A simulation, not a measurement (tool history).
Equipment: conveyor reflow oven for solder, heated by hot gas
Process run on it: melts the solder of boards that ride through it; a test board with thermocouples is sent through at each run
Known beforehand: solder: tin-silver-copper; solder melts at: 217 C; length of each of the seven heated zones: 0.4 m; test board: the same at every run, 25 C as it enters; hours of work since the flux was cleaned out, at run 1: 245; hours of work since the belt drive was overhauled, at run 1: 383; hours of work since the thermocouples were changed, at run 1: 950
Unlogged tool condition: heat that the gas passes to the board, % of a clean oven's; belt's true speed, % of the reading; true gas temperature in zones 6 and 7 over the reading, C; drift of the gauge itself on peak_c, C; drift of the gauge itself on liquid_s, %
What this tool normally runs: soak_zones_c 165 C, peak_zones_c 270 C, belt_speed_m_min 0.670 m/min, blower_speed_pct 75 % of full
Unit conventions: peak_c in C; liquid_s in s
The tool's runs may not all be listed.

| run | hour | soak_zones_c | peak_zones_c | belt_speed_m_min | blower_speed_pct | hours of work since the flux was cleaned out | hours of work since the belt drive was overhauled | hours of work since the thermocouples were changed | peak_c | liquid_s |
|---|---|---|---|---|---|---|---|---|---|---|
| 1 | 0.0 | 165 | 270 | 0.670 | 75 | 245 | 383 | 950 | 251.6 | 51.0 |
| 2 | 13.2 | 165 | 277 | 0.670 | 75 | 255 | 393 | 960 | 258.5 | 55.0 |
| 3 | 36.1 | 165 | 277 | 0.670 | 75 | 272 | 410 | 977 | 258.6 | 55.0 |
| 4 | 54.0 | 165 | 277 | 0.670 | 75 | 285 | 423 | 990 | 257.4 | 54.3 |
| 5 | 72.4 | 165 | 277 | 0.670 | 75 | 298 | 437 | 1004 | 258.3 | 54.5 |
|  | 87.1 | flux residue cleaned out of gas plates and filters |
| 6 | 103.1 | 165 | 262 | 0.670 | 75 | 12 | 456 | 1023 | 242.6 | 43.0 |
| 7 | 129.9 | 165 | 262 | 0.670 | 75 | 32 | 475 | 1042 | 242.8 | 43.5 |
| 8 | 148.2 | 165 | 262 | 0.670 | 75 | 45 | 489 | 1056 | 242.7 | 42.8 |
|  | 179.0 | flux residue cleaned out of gas plates and filters, once more |
| 9 | 181.6 | 165 | 262 | 0.670 | 75 | 2 | 510 | 1077 | 246.4 | 48.1 |
| 10 | 196.4 | 165 | 262 | 0.670 | 75 | 13 | 521 | 1088 | 245.3 | 48.0 |
| 11 | 220.0 | 165 | 270 | 0.670 | 75 | 30 | 538 | 1105 | 253.9 | 51.9 |
| 12 | 246.0 | 165 | 270 | 0.670 | 75 | 49 | 557 | 1124 | 253.6 | 52.5 |
|  | 267.3 | thermocouples of zones 6 and 7 changed |
| 13 | 267.4 | 165 | 274 | 0.670 | 75 | 64 | 571 | 0 | 258.0 | 55.1 |
| 14 | 285.3 | 165 | 274 | 0.670 | 75 | 77 | 585 | 13 | 257.5 | 55.7 |
| 15 | 303.9 | 165 | 270 | 0.684 | 75 | 91 | 598 | 27 | 252.8 | 51.3 |
| 16 | 323.0 | 165 | 270 | 0.670 | 75 | 105 | 613 | 41 | 253.6 | 52.5 |
| 17 | 347.9 | 165 | 270 | 0.670 | 75 | 123 | 631 | 59 | 254.4 | 53.2 |
| 18 | 376.3 | 169 | 270 | 0.754 | 75 | 144 | 652 | 80 | 250.3 | 45.5 |
| 19 | 397.7 | 153 | 273 | 0.670 | 51 | 160 | 668 | 96 | 247.2 | 43.4 |
| 20 | 412.7 | 153 | 273 | 0.670 | 51 | 171 | 679 | 107 | 246.8 | 43.5 |
| 21 | 427.9 | 165 | 270 | 0.632 | 90 | 182 | 690 | 118 | 257.5 | 59.3 |
| 22 | 454.7 | 151 | 258 | 0.558 | 53 | 202 | 710 | 138 | 241.8 | 47.9 |
| 23 | 470.4 | 151 | 258 | 0.558 | 53 | 213 | 721 | 150 | 242.2 | 47.8 |
| 24 | 485.6 | 151 | 258 | 0.558 | 53 | 225 | 732 | 161 | 241.3 | 47.3 |
| 25 | 505.5 | 151 | 258 | 0.731 | 70 | 239 | 747 | 176 | 235.3 | 29.5 |
| 26 | 524.2 | 151 | 258 | 0.731 | 70 | 253 | 761 | 189 | 235.6 | 29.2 |
| 27 | 546.2 | 151 | 258 | 0.731 | 70 | 269 | 777 | 206 | 234.9 | 29.0 |
| 28 | 563.8 | 177 | 258 | 0.769 | 70 | 282 | 790 | 219 | 239.1 | 36.8 |

Run 29 is up next; what results do you expect?
| 29 | 580.7 | 165 | 276 | 0.603 | 75 | 295 | 803 | 231 | ? | ? |

{"run 29": {"peak_c": 261.6, "liquid_s": 64.1}}
Minus the tool's unlogged condition, the same run would have read peak_c 263.8 C, liquid_s 64.5 s.
